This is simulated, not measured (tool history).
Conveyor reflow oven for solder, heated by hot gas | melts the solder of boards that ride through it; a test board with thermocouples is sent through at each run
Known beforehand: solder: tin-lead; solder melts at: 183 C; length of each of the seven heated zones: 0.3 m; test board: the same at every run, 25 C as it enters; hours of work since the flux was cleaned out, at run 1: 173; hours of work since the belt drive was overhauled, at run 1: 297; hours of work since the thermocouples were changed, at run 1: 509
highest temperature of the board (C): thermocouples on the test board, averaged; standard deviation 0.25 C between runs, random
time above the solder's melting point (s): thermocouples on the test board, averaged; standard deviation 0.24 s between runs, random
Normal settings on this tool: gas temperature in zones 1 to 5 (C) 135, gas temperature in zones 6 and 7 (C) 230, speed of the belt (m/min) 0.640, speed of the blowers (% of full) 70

| run | hour | gas temperature in zones 1 to 5 (C) | gas temperature in zones 6 and 7 (C) | speed of the belt (m/min) | speed of the blowers (% of full) | hours of work since the flux was cleaned out | hours of work since the belt drive was overhauled | hours of work since the thermocouples were changed | highest temperature of the board (C) | time above the solder's melting point (s) |
|---|---|---|---|---|---|---|---|---|---|---|
| 1 | 0.0 | 135 | 230 | 0.640 | 70 | 173 | 297 | 509 | 210.9 | 36.9 |
| 2 | 5.5 | 135 | 230 | 0.640 | 70 | 178 | 301 | 513 | 211.1 | 36.9 |
| 3 | 12.9 | 135 | 230 | 0.640 | 89 | 184 | 307 | 519 | 215.7 | 41.0 |
| 4 | 18.2 | 135 | 230 | 0.640 | 70 | 188 | 311 | 523 | 211.0 | 37.2 |
| 5 | 24.6 | 135 | 230 | 0.640 | 70 | 193 | 316 | 528 | 210.9 | 36.8 |
| 6 | 30.2 | 135 | 236 | 0.640 | 70 | 197 | 321 | 532 | 216.0 | 40.0 |
| 7 | 38.4 | 135 | 236 | 0.640 | 70 | 204 | 327 | 539 | 216.0 | 40.5 |
| 8 | 49.6 | 135 | 236 | 0.640 | 70 | 212 | 336 | 548 | 216.3 | 40.5 |
| 9 | 60.0 | 135 | 236 | 0.640 | 70 | 221 | 344 | 556 | 216.5 | 40.4 |
| 10 | 65.1 | 135 | 236 | 0.640 | 70 | 225 | 348 | 560 | 216.2 | 40.2 |
| 11 | 71.5 | 142 | 231 | 0.764 | 65 | 230 | 353 | 565 | 205.3 | 27.4 |
| 12 | 81.0 | 134 | 235 | 0.640 | 52 | 237 | 361 | 572 | 208.0 | 32.7 |
| 13 | 90.0 | 135 | 240 | 0.655 | 70 | 244 | 368 | 580 | 218.9 | 41.2 |
| 14 | 96.3 | 135 | 240 | 0.655 | 70 | 249 | 373 | 584 | 218.6 | 41.3 |
| 15 | 101.4 | 133 | 240 | 0.655 | 70 | 253 | 377 | 589 | 218.5 | 39.5 |
| 16 | 106.7 | 133 | 240 | 0.655 | 84 | 257 | 381 | 593 | 223.0 | 42.6 |
| 17 | 118.5 | 133 | 240 | 0.655 | 84 | 267 | 390 | 602 | 222.8 | 42.4 |
| 18 | 128.9 | 142 | 233 | 0.660 | 70 | 275 | 398 | 610 | 214.0 | 39.3 |

Predict each of these 3 candidate next runs independently; none follows another, all start after run 18:
| A | 133.9 | 141 | 229 | 0.517 | 70 | 279 | 402 | 614 | ? | ? |
| B | 133.9 | 135 | 230 | 0.640 | 80 | 279 | 402 | 614 | ? | ? |
| C | 133.9 | 128 | 227 | 0.660 | 66 | 279 | 402 | 614 | ? | ? |

| run | highest temperature of the board (C) | time above the solder's melting point (s) |
|---|---|---|
| A | 217.9 | 54.4 |
| B | 213.9 | 39.9 |
| C | 204.4 | 29.1 |
The same runs, with their run-to-run variation unchanged, on a tool lacking any hidden condition would have given:
| run | highest temperature of the board (C) | time above the solder's melting point (s) |
|---|---|---|
| A | 217.9 | 54.4 |
| B | 213.9 | 39.9 |
| C | 204.3 | 29.1 |
